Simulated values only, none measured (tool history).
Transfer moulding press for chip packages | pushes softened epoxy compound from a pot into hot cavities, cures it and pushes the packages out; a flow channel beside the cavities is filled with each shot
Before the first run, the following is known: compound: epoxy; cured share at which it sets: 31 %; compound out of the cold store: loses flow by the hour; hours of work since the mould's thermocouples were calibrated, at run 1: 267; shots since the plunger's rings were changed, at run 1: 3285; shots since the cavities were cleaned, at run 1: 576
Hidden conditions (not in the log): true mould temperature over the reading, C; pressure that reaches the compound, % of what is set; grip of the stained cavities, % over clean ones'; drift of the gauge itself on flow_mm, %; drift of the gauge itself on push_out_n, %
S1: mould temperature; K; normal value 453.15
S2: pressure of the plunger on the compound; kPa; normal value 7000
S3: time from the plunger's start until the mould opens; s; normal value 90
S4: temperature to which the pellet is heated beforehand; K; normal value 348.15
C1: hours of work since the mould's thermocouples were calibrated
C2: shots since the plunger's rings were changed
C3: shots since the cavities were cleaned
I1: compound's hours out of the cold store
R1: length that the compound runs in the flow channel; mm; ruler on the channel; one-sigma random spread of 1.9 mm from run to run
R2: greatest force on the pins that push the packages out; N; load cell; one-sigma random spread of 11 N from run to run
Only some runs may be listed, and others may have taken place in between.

Run 1, hour 0: usual settings; C1 267; C2 3285; C3 576; I1 39.4. Result: R1 495 mm, R2 840 N.
At hour 15.2: plunger's sealing rings changed.
Run 2, hour 19.4: usual settings; C1 279; C2 56; C3 797; I1 41.8. Result: R1 512 mm, R2 880 N.
At hour 29.6: cavities cleaned with cleaning compound and waxed.
Run 3, hour 36.9: usual settings; C1 291; C2 264; C3 95; I1 26.5. Result: R1 561 mm, R2 612 N.
Run 4, hour 71.9: usual settings; C1 316; C2 720; C3 551; I1 36.2. Result: R1 525 mm, R2 828 N.
At hour 101.7: cavities cleaned with cleaning compound and waxed.
Run 5, hour 107.8: usual settings but S3 89 s; C1 340; C2 1168; C3 79; I1 21.8. Result: R1 567 mm, R2 624 N.
Run 6, hour 143.9: usual settings but S3 89 s, S4 355.15 K; C1 366; C2 1638; C3 549; I1 18.2. Result: R1 579 mm, R2 907 N.
At hour 174.1: cavities cleaned with cleaning compound and waxed.
Run 7, hour 175: usual settings but S2 5740 kPa; C1 388; C2 2025; C3 13; I1 34.6. Result: R1 469 mm, R2 550 N.
Run 8, hour 192.8: usual settings; C1 401; C2 2256; C3 244; I1 14.9. Result: R1 581 mm, R2 758 N.
Run 9, hour 218.8: usual settings; C1 419; C2 2595; C3 583; I1 25.6. Result: R1 547 mm, R2 843 N.
At hour 246.7: cavities cleaned with cleaning compound and waxed.
Run 10, hour 253.9: usual settings; C1 443; C2 3033; C3 93; I1 10. Result: R1 597 mm, R2 673 N.
Run 11, hour 283.5: usual settings but S1 454.15 K; C1 465; C2 3418; C3 478; I1 22.2. Result: R1 545 mm, R2 800 N.
At hour 288: plunger's sealing rings changed.
Run 12, hour 312.1: usual settings but S1 454.15 K; C1 484; C2 314; C3 819; I1 23.5. Result: R1 566 mm, R2 885 N.
At hour 320.4: cavities cleaned with cleaning compound and waxed.
Run 13, hour 342: usual settings but S1 454.15 K, S4 355.15 K; C1 504; C2 684; C3 281; I1 39.1. Result: R1 512 mm, R2 677 N.
Run 14, hour 364.2: usual settings but S1 455.15 K, S4 353.15 K; C1 520; C2 973; C3 570; I1 43.7. Result: R1 494 mm, R2 759 N.
At hour 391.9: cavities cleaned with cleaning compound and waxed.
Run 15, hour 391.9: usual settings but S1 450.15 K, S2 5300 kPa, S3 82 s; C1 539; C2 1314; C3 0; I1 41.3. Result: R1 445 mm, R2 813 N.
Run 16, hour 414.7: usual settings but S1 447.15 K, S2 8110 kPa, S3 75 s, S4 351.15 K; C1 555; C2 1611; C3 297; I1 45.7. Result: R1 539 mm, R2 1630 N.
Run 17, hour 443.6: usual settings but S1 447.15 K, S2 8110 kPa, S3 75 s, S4 351.15 K; C1 576; C2 1988; C3 674; I1 47.7. Result: R1 526 mm, R2 1892 N.
At hour 464.5: cavities cleaned with cleaning compound and waxed.
Run 18, hour 477.5: usual settings but S1 447.15 K, S2 5470 kPa, S3 89 s, S4 351.15 K; C1 599; C2 2411; C3 170; I1 27.3. Result: R1 493 mm, R2 1131 N.
Run 19, hour 500.5: usual settings but S1 447.15 K, S2 7290 kPa, S3 89 s, S4 351.15 K; C1 616; C2 2710; C3 469; I1 27.7. Result: R1 567 mm, R2 1288 N.
Run 20, hour 522: usual settings but S2 7360 kPa, S3 93 s, S4 345.15 K; C1 631; C2 2991; C3 750; I1 45.7. Result: R1 490 mm, R2 837 N.
At hour 536.7: cavities cleaned with cleaning compound and waxed.
Run 21, hour 549.1: usual settings but S2 6330 kPa, S3 98 s, S4 351.15 K; C1 650; C2 3324; C3 161; I1 8.6. Result: R1 574 mm, R2 612 N.
At hour 562.6: plunger's sealing rings changed.
Run 22, hour 574: usual settings but S1 456.15 K, S2 6620 kPa, S3 120 s, S4 356.15 K; C1 666; C2 149; C3 454; I1 33.8. Result: R1 511 mm, R2 593 N.
Run 23, hour 595.7: usual settings but S1 456.15 K, S2 6620 kPa, S3 120 s, S4 356.15 K; C1 682; C2 431; C3 736; I1 30.6. Result: R1 525 mm, R2 641 N.
At hour 612.6: cavities cleaned with cleaning compound and waxed.
Run 24, hour 624.3: usual settings but S3 85 s, S4 342.15 K; C1 701; C2 785; C3 154; I1 24.8. Result: R1 561 mm, R2 810 N.

Run 25, settings as shown, results not yet in. Your forecast:
Run 25, hour 640.6: usual settings but S1 446.15 K, S2 6110 kPa, S3 101 s; C1 713; C2 996; C3 365; I1 10.1. Result: R1 ?, R2 ?.

R1: 602 mm
R2: 1118 N
Had the tool carried no hidden state, the very same run would have given R1 610 mm, R2 725 N.
